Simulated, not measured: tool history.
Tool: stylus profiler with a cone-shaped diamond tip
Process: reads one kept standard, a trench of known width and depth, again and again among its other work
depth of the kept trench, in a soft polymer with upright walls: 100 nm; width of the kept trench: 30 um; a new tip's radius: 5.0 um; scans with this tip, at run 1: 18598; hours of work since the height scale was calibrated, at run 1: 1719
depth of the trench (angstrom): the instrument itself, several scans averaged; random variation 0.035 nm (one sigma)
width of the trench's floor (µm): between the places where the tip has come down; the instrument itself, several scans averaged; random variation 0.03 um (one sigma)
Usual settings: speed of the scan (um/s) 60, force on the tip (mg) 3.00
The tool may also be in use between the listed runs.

run	hour	speed of the scan (um/s)	force on the tip (mg)	scans with this tip	hours of work since the height scale was calibrated	depth of the trench (angstrom)	width of the trench's floor (µm)
1	0.0	60	3.00	18598	1719	1012.5	27.82
2	41.9	60	3.00	18934	1750	1012.1	27.76
3	93.9	60	1.78	19350	1788	1008.1	27.80
4	157.3	60	5.57	19858	1835	1017.9	27.87
5	192.2	60	5.57	20137	1861	1018.0	27.83
6	256.5	60	3.00	20652	1909	1012.2	27.77
7	295.0	60	3.00	20960	1937	1011.9	27.78
8	342.9	60	3.00	21344	1972	1011.9	27.82
9	372.7	60	3.00	21582	1995	1011.7	27.81
10	419.6	60	3.00	21957	2029	1012.6	27.72
# hour 468.9: new tip fitted, height scale calibrated
11	485.7	60	7.74	135	12	1022.6	27.86
12	529.2	19	4.52	483	45	1015.8	27.97
13	594.8	172	8.13	1009	93	1023.3	27.71
14	657.6	172	8.13	1511	140	1022.8	27.72
15	697.3	131	4.74	1830	169	1016.7	27.68
16	735.5	35	2.41	2135	197	1009.8	27.88
17	779.5	33	8.81	2487	230	1025.1	27.92
18	816.9	83	7.74	2787	258	1022.8	27.88
19	861.2	60	6.23	3142	290	1020.1	27.91
20	888.6	18	2.55	3361	311	1010.5	27.93

Forecast each of these 4 alternatives for the next run:
A	950.6	19	1.13	3858	357	?	?
B	950.6	128	2.01	3858	357	?	?
C	950.6	17	1.23	3858	357	?	?
D	950.6	54	3.00	3858	357	?	?

run	depth of the trench (angstrom)	width of the trench's floor (µm)
A	1006.1	27.91
B	1008.9	27.56
C	1006.1	27.94
D	1011.8	27.84
Without the tool's hidden state the same runs would have given:
run	depth of the trench (angstrom)	width of the trench's floor (µm)
A	1006.1	27.91
B	1008.9	27.56
C	1006.1	27.94
D	1011.8	27.84

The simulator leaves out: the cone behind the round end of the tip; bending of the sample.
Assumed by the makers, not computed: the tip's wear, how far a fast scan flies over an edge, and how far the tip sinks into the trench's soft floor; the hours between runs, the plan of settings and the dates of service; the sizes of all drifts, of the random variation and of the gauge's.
